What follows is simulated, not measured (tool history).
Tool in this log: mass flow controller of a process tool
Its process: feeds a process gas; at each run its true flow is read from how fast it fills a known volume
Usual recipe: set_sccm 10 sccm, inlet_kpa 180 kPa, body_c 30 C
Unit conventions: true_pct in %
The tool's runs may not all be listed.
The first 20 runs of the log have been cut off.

run	hour	set_sccm	inlet_kpa	body_c	true_pct
21	2226.5	10	180	29	97.23
22	2303.9	7	180	29	96.92
# hour 2311.4: controller's zero set anew
23	2371.2	7	180	29	96.47
24	2517.9	4	160	27	95.70
# hour 2636.6: controller's zero set anew, once more
25	2658.2	5	160	34	97.35
26	2804.8	5	160	34	97.09
27	2923.3	11	180	26	97.50
28	3001.2	12	180	22	97.74
29	3128.5	12	180	34	97.35
30	3199.4	12	180	26	97.77
31	3354.8	9	151	24	97.60
32	3466.6	10	250	30	96.74
33	3554.2	4	169	30	96.80
34	3661.4	6	188	23	97.08
35	3784.1	6	188	23	97.04
36	3934.7	6	188	23	96.96
37	4083.6	6	165	26	96.84
38	4170.1	6	179	22	96.95

Branching from run 38: 5 alternative next runs. What would each branch give?
A	4269.1	2	227	31	?
B	4269.1	6	179	23	?
C	4269.1	6	151	22	?
D	4269.1	3	180	32	?
E	4269.1	5	182	20	?

run	true_pct
A	95.49
B	96.81
C	96.96
D	96.22
E	96.73
With the hidden condition removed and each run's random variation left untouched, the same runs would have given:
run	true_pct
A	98.30
B	99.11
C	99.26
D	98.77
E	99.08

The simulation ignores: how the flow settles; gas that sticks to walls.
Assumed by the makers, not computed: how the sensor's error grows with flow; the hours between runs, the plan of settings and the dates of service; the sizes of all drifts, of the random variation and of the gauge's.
